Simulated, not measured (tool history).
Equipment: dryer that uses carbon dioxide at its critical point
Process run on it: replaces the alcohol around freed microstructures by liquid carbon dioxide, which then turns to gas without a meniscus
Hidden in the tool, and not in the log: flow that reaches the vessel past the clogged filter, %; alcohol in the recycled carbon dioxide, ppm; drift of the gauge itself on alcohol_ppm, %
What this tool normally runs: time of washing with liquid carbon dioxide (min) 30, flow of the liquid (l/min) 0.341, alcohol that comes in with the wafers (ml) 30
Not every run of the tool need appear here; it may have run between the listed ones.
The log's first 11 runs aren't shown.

run   hour  time of washing with liquid carbon dioxide (min)  flow of the liquid (l/min)  alcohol that comes in with the wafers (ml)  hours of work since the filter was changed  hours of work since the purifier's bed was changed  alcohol left in the vessel before it's heated (ppm by volume)
 12  134.7                                                25                       0.341                                          30                                         443                                                 504                                                            392
 13  143.6                                                25                       0.341                                          30                                         449                                                 511                                                            401
 14  158.3                                                25                       0.341                                          30                                         461                                                 522                                                            404
 15  172.5                                                25                       0.341                                          31                                         472                                                 533                                                            412
 16    186                                                30                       0.565                                          30                                         482                                                 543                                                             49
 17  201.6                                                30                       0.565                                          21                                         494                                                 556                                                             55
 18  209.2                                                30                       0.341                                          30                                         500                                                 561                                                            212
 19  224.8                                                30                       0.341                                          30                                         512                                                 573                                                            226
 20  240.3                                                30                       0.341                                          69                                         524                                                 585                                                            453
 21    249                                                35                       0.341                                          30                                         531                                                 592                                                            139
     261.7  -- inlet filter changed
 22    265                                                30                       0.336                                          30                                           3                                                 604                                                            199
 23    279                                                30                       0.336                                          30                                          13                                                 614                                                            201
 24    287                                                37                       0.301                                          40                                          19                                                 621                                                            170
 25  301.2                                                19                       0.315                                          34                                          30                                                 632                                                           1109
 26  309.8                                                24                       0.236                                          23                                          37                                                 638                                                            931
 27  324.2                                                24                       0.236                                          23                                          48                                                 649                                                            935
 28  336.2                                                24                       0.236                                          23                                          57                                                 659                                                            960
 29  343.8                                                22                       0.209                                          81                                          63                                                 664                                                           5309

Predict the results of run 30:
 30  352.8                                                20                       0.307                                          52                                          70                                                 671                                                              ?

Run 30 gave alcohol left in the vessel before it's heated (ppm by volume) 1571.
If the tool had no hidden condition, the same run with the same run-to-run variation would have returned alcohol left in the vessel before it's heated (ppm by volume) 1462.
